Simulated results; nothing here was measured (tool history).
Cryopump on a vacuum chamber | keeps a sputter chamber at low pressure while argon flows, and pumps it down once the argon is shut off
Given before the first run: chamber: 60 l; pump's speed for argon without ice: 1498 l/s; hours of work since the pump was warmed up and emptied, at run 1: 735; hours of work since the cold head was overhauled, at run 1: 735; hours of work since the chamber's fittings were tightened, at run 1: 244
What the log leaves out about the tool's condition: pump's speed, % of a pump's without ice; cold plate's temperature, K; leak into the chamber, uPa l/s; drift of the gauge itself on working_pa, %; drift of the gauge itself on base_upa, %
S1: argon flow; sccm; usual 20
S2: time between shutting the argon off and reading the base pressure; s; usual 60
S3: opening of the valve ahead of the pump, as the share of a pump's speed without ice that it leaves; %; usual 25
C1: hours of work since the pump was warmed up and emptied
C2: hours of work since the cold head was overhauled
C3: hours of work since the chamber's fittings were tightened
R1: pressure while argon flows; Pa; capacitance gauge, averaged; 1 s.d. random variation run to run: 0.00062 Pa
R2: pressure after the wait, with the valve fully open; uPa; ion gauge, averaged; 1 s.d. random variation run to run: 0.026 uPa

| run | hour | S1 | S2 | S3 | C1 | C2 | C3 | R1 | R2 |
|---|---|---|---|---|---|---|---|---|---|
| 1 | 0 | 20 | 60 | 25 | 735 | 735 | 244 | 0.0947 | 1.26 |
| 2 | 35.7 | 20 | 60 | 25 | 753 | 753 | 262 | 0.0964 | 1.19 |
| 3 | 79.5 | 20 | 134 | 25 | 774 | 774 | 284 | 0.0962 | 0.74 |
| 4 | 131.5 | 20 | 60 | 25 | 800 | 800 | 310 | 0.0961 | 1.22 |
| 5 | 184.2 | 14 | 60 | 25 | 826 | 826 | 336 | 0.068 | 1.25 |
| 6 | 216.3 | 20 | 60 | 25 | 842 | 842 | 352 | 0.0955 | 1.27 |
|  | 272.5 | pump warmed up, emptied and cooled again |
| 7 | 282.3 | 20 | 60 | 25 | 5 | 873 | 382 | 0.0904 | 1.17 |
| 8 | 310.9 | 20 | 60 | 25 | 19 | 887 | 396 | 0.0898 | 1.22 |
| 9 | 349.4 | 20 | 60 | 25 | 38 | 906 | 415 | 0.0905 | 1.22 |
| 10 | 408.1 | 20 | 85 | 25 | 67 | 935 | 445 | 0.0906 | 0.9 |
| 11 | 444.6 | 27 | 60 | 25 | 85 | 953 | 463 | 0.124 | 1.18 |
| 12 | 475.8 | 27 | 60 | 25 | 101 | 969 | 478 | 0.1233 | 1.19 |
| 13 | 531 | 27 | 60 | 25 | 128 | 996 | 506 | 0.1226 | 1.26 |
| 14 | 571.2 | 35 | 60 | 25 | 148 | 1016 | 526 | 0.1605 | 1.23 |
| 15 | 628.1 | 13 | 60 | 25 | 177 | 1044 | 554 | 0.0591 | 1.26 |
| 16 | 689.6 | 20 | 238 | 25 | 207 | 1075 | 584 | 0.0911 | 0.51 |
| 17 | 750.1 | 20 | 60 | 25 | 237 | 1105 | 614 | 0.0914 | 1.21 |
| 18 | 778.7 | 20 | 60 | 25 | 251 | 1119 | 629 | 0.0908 | 1.27 |

The next listed run, before its measurement:
| 19 | 812.3 | 14 | 60 | 55 | 268 | 1136 | 645 | ? | ? |

Logged for run 19: R1 0.0296 Pa, R2 1.3 uPa.
On a tool with no hidden condition, and with the same random variation, this run would have come out at R1 0.0285 Pa, R2 1.17 uPa.
